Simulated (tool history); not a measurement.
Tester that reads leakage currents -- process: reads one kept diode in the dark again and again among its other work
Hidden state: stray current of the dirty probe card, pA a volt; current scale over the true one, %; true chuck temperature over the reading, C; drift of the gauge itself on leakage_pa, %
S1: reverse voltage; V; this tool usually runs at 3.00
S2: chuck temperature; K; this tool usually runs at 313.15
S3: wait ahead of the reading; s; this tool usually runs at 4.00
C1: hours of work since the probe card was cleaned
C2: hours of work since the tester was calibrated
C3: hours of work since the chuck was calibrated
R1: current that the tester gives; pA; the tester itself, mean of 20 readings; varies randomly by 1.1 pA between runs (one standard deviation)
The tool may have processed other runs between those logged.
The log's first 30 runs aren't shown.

run	day	S1	S2	S3	C1	C2	C3	R1
31	164.871	3.00	313.15	0.44	2565	2251	447	356.27
32	168.225	3.00	313.15	0.44	2606	2292	487	356.66
33	175.025	8.34	300.15	0.34	2688	2374	569	246.32
34	180.062	8.34	300.15	0.34	2748	2435	630	247.18
35	186.138	3.00	325.15	4.90	2822	2508	703	759.40
# day 189.592: chuck's temperature calibrated
36	190.954	1.85	299.15	1.03	2879	2565	16	106.95
37	195.521	2.09	319.15	3.44	2934	2620	71	437.31
38	201.267	3.00	330.15	4.09	3003	2689	141	1025.73
39	206.004	3.76	329.15	3.76	3060	2746	198	1078.06
40	210.883	9.08	331.15	1.01	3119	2805	257	1902.86

Consider 4 possible next runs. They are alternatives, not a sequence: every one starts from the tool as it was left by run 40. What does each give?
A	214.858	7.76	306.15	1.70	3167	2853	305	?
B	214.858	6.97	331.15	1.01	3167	2853	305	?
C	214.858	3.00	313.15	0.35	3167	2853	305	?
D	214.858	3.00	302.15	1.29	3167	2853	305	?

run	R1
A	358.78
B	1664.74
C	356.22
D	168.50
Had the tool no hidden state, the same runs would have come out as:
run	R1
A	358.36
B	1663.91
C	355.98
D	168.33

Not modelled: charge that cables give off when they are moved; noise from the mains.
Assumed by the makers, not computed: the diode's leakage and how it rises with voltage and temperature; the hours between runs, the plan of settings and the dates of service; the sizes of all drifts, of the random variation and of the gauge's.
